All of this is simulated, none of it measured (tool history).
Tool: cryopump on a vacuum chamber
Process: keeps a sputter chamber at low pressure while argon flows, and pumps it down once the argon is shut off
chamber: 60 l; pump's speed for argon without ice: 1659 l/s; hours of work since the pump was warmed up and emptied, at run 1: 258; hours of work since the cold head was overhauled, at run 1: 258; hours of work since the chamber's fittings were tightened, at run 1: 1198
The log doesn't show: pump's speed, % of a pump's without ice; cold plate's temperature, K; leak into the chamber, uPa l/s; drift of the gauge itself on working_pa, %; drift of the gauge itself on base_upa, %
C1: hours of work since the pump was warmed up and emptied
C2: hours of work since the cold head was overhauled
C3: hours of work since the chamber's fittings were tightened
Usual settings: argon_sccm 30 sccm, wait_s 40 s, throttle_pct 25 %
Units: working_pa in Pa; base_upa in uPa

{"run": 1, "hour": 0.0, "argon_sccm": 30, "wait_s": 40, "throttle_pct": 25, "C1": 258, "C2": 258, "C3": 1198, "working_pa": 0.1279, "base_upa": 3.48}
{"run": 2, "hour": 60.6, "argon_sccm": 30, "wait_s": 153, "throttle_pct": 25, "C1": 293, "C2": 293, "C3": 1233, "working_pa": 0.1298, "base_upa": 2.65}
{"run": 3, "hour": 125.0, "argon_sccm": 14, "wait_s": 40, "throttle_pct": 25, "C1": 330, "C2": 330, "C3": 1270, "working_pa": 0.0609, "base_upa": 3.64}
{"run": 4, "hour": 177.3, "argon_sccm": 14, "wait_s": 40, "throttle_pct": 25, "C1": 360, "C2": 360, "C3": 1299, "working_pa": 0.0602, "base_upa": 3.78}
{"run": 5, "hour": 260.4, "argon_sccm": 14, "wait_s": 40, "throttle_pct": 25, "C1": 407, "C2": 407, "C3": 1347, "working_pa": 0.0614, "base_upa": 3.93}
{"run": 6, "hour": 319.2, "argon_sccm": 14, "wait_s": 40, "throttle_pct": 25, "C1": 440, "C2": 440, "C3": 1380, "working_pa": 0.0602, "base_upa": 3.96}
{"run": 7, "hour": 399.5, "argon_sccm": 14, "wait_s": 51, "throttle_pct": 25, "C1": 486, "C2": 486, "C3": 1426, "working_pa": 0.0629, "base_upa": 3.81}
{"run": 8, "hour": 457.5, "argon_sccm": 14, "wait_s": 51, "throttle_pct": 25, "C1": 519, "C2": 519, "C3": 1459, "working_pa": 0.0621, "base_upa": 4.05}
{"run": 9, "hour": 533.5, "argon_sccm": 14, "wait_s": 51, "throttle_pct": 25, "C1": 562, "C2": 562, "C3": 1502, "working_pa": 0.064, "base_upa": 4.28}
{"run": 10, "hour": 585.8, "argon_sccm": 56, "wait_s": 51, "throttle_pct": 25, "C1": 592, "C2": 592, "C3": 1532, "working_pa": 0.2541, "base_upa": 4.44}
{"run": 11, "hour": 678.8, "argon_sccm": 30, "wait_s": 40, "throttle_pct": 25, "C1": 645, "C2": 645, "C3": 1585, "working_pa": 0.1383, "base_upa": 4.84}
{"hour": 755.9, "done": "pump warmed up, emptied and cooled again"}
{"run": 12, "hour": 763.2, "argon_sccm": 30, "wait_s": 40, "throttle_pct": 25, "C1": 4, "C2": 691, "C3": 1630, "working_pa": 0.122, "base_upa": 3.75}
{"run": 13, "hour": 836.0, "argon_sccm": 30, "wait_s": 40, "throttle_pct": 25, "C1": 46, "C2": 732, "C3": 1672, "working_pa": 0.123, "base_upa": 3.85}
{"hour": 923.4, "done": "leaking fittings of the chamber tightened, without venting"}
{"run": 14, "hour": 932.6, "argon_sccm": 30, "wait_s": 21, "throttle_pct": 25, "C1": 100, "C2": 786, "C3": 5, "working_pa": 0.1239, "base_upa": 2.63}
{"run": 15, "hour": 983.3, "argon_sccm": 19, "wait_s": 210, "throttle_pct": 25, "C1": 128, "C2": 815, "C3": 34, "working_pa": 0.0797, "base_upa": 0.55}
{"run": 16, "hour": 1075.2, "argon_sccm": 16, "wait_s": 157, "throttle_pct": 50, "C1": 181, "C2": 867, "C3": 86, "working_pa": 0.0338, "base_upa": 0.75}
{"run": 17, "hour": 1165.2, "argon_sccm": 24, "wait_s": 157, "throttle_pct": 26, "C1": 232, "C2": 918, "C3": 138, "working_pa": 0.0979, "base_upa": 0.85}
{"run": 18, "hour": 1231.5, "argon_sccm": 17, "wait_s": 21, "throttle_pct": 53, "C1": 270, "C2": 956, "C3": 176, "working_pa": 0.0361, "base_upa": 2.94}
{"run": 19, "hour": 1311.1, "argon_sccm": 58, "wait_s": 60, "throttle_pct": 25, "C1": 315, "C2": 1002, "C3": 221, "working_pa": 0.247, "base_upa": 1.52}
{"run": 20, "hour": 1377.7, "argon_sccm": 58, "wait_s": 60, "throttle_pct": 25, "C1": 353, "C2": 1040, "C3": 259, "working_pa": 0.2495, "base_upa": 1.62}
{"run": 21, "hour": 1464.1, "argon_sccm": 58, "wait_s": 60, "throttle_pct": 25, "C1": 402, "C2": 1089, "C3": 308, "working_pa": 0.2527, "base_upa": 1.7}
{"run": 22, "hour": 1546.9, "argon_sccm": 41, "wait_s": 26, "throttle_pct": 33, "C1": 450, "C2": 1136, "C3": 355, "working_pa": 0.14, "base_upa": 2.95}
{"run": 23, "hour": 1615.0, "argon_sccm": 41, "wait_s": 26, "throttle_pct": 33, "C1": 488, "C2": 1175, "C3": 394, "working_pa": 0.1411, "base_upa": 2.92}
{"run": 24, "hour": 1675.1, "argon_sccm": 15, "wait_s": 113, "throttle_pct": 36, "C1": 523, "C2": 1209, "C3": 428, "working_pa": 0.0469, "base_upa": 1.61}
{"run": 25, "hour": 1765.2, "argon_sccm": 22, "wait_s": 113, "throttle_pct": 36, "C1": 574, "C2": 1260, "C3": 480, "working_pa": 0.0719, "base_upa": 1.7}
{"run": 26, "hour": 1817.6, "argon_sccm": 22, "wait_s": 113, "throttle_pct": 36, "C1": 604, "C2": 1290, "C3": 510, "working_pa": 0.0718, "base_upa": 1.88}
{"run": 27, "hour": 1875.4, "argon_sccm": 55, "wait_s": 113, "throttle_pct": 19, "C1": 637, "C2": 1323, "C3": 542, "working_pa": 0.3216, "base_upa": 1.91}

4 ways to go on from here, each from the tool as it stands after run 27. What would each give?
{"run": "A", "hour": 1952.7, "argon_sccm": 55, "wait_s": 127, "throttle_pct": 19, "C1": 681, "C2": 1367, "C3": 587, "working_pa": "?", "base_upa": "?"}
{"run": "B", "hour": 1952.7, "argon_sccm": 33, "wait_s": 250, "throttle_pct": 38, "C1": 681, "C2": 1367, "C3": 587, "working_pa": "?", "base_upa": "?"}
{"run": "C", "hour": 1952.7, "argon_sccm": 30, "wait_s": 192, "throttle_pct": 19, "C1": 681, "C2": 1367, "C3": 587, "working_pa": "?", "base_upa": "?"}
{"run": "D", "hour": 1952.7, "argon_sccm": 22, "wait_s": 40, "throttle_pct": 32, "C1": 681, "C2": 1367, "C3": 587, "working_pa": "?", "base_upa": "?"}

run=A working_pa=0.3239 base_upa=2
run=B working_pa=0.1066 base_upa=1.84
run=C working_pa=0.1777 base_upa=1.9
run=D working_pa=0.0817 base_upa=2.84
Without the tool's hidden state the same runs would have given:
run=A working_pa=0.2938 base_upa=0.54
run=B working_pa=0.0885 base_upa=0.39
run=C working_pa=0.1612 base_upa=0.44
run=D working_pa=0.0697 base_upa=1.41
